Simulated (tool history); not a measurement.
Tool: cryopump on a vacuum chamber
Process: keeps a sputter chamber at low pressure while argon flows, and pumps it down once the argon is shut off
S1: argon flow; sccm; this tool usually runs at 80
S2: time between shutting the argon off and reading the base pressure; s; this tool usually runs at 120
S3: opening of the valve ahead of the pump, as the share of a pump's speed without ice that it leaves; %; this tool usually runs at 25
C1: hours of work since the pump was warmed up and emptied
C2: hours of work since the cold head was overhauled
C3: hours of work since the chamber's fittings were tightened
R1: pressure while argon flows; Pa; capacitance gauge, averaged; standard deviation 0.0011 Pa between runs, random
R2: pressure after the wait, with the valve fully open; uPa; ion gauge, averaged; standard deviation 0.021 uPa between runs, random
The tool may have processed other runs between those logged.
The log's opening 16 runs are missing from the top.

| run | hour | S1 | S2 | S3 | C1 | C2 | C3 | R1 | R2 |
|---|---|---|---|---|---|---|---|---|---|
| 17 | 166.7 | 34 | 61 | 25 | 178 | 178 | 2554 | 0.1085 | 1.89 |
| 18 | 178.7 | 34 | 61 | 25 | 184 | 184 | 2560 | 0.1084 | 1.82 |
| 19 | 185.9 | 106 | 57 | 15 | 188 | 188 | 2563 | 0.5627 | 1.88 |
| 20 | 200.1 | 106 | 57 | 15 | 195 | 195 | 2570 | 0.5589 | 1.9 |
| 21 | 208.9 | 146 | 20 | 43 | 199 | 199 | 2575 | 0.2724 | 3.37 |
| 22 | 217.8 | 159 | 20 | 43 | 204 | 204 | 2579 | 0.298 | 3.34 |
| 23 | 226.5 | 159 | 63 | 43 | 208 | 208 | 2583 | 0.2966 | 1.85 |
| 24 | 241.6 | 77 | 120 | 50 | 215 | 215 | 2591 | 0.1236 | 1.54 |
| 25 | 251.8 | 77 | 120 | 50 | 220 | 220 | 2596 | 0.1251 | 1.55 |
| 26 | 262.8 | 91 | 120 | 42 | 226 | 226 | 2601 | 0.1731 | 1.53 |
| 27 | 278 | 68 | 31 | 60 | 233 | 233 | 2609 | 0.0944 | 2.6 |
| 28 | 286.6 | 116 | 72 | 38 | 238 | 238 | 2613 | 0.2463 | 1.74 |
| 29 | 298.3 | 116 | 72 | 38 | 243 | 243 | 2619 | 0.2459 | 1.77 |
| 30 | 310.2 | 38 | 72 | 48 | 249 | 249 | 2625 | 0.0637 | 1.75 |
| 31 | 320.9 | 80 | 128 | 19 | 255 | 255 | 2630 | 0.334 | 1.54 |

4 options for the next run, each taken on its own from the tool as it stands now. Forecast them:
| A | 329 | 80 | 128 | 19 | 259 | 259 | 2634 | ? | ? |
| B | 329 | 65 | 96 | 19 | 259 | 259 | 2634 | ? | ? |
| C | 329 | 80 | 120 | 19 | 259 | 259 | 2634 | ? | ? |
| D | 329 | 58 | 122 | 41 | 259 | 259 | 2634 | ? | ? |

| run | R1 | R2 |
|---|---|---|
| A | 0.3338 | 1.53 |
| B | 0.2715 | 1.6 |
| C | 0.3371 | 1.55 |
| D | 0.1144 | 1.53 |
Had the tool no hidden state, the same runs would have come out as:
| run | R1 | R2 |
|---|---|---|
| A | 0.328 | 0.48 |
| B | 0.2667 | 0.58 |
| C | 0.3312 | 0.51 |
| D | 0.1102 | 0.51 |
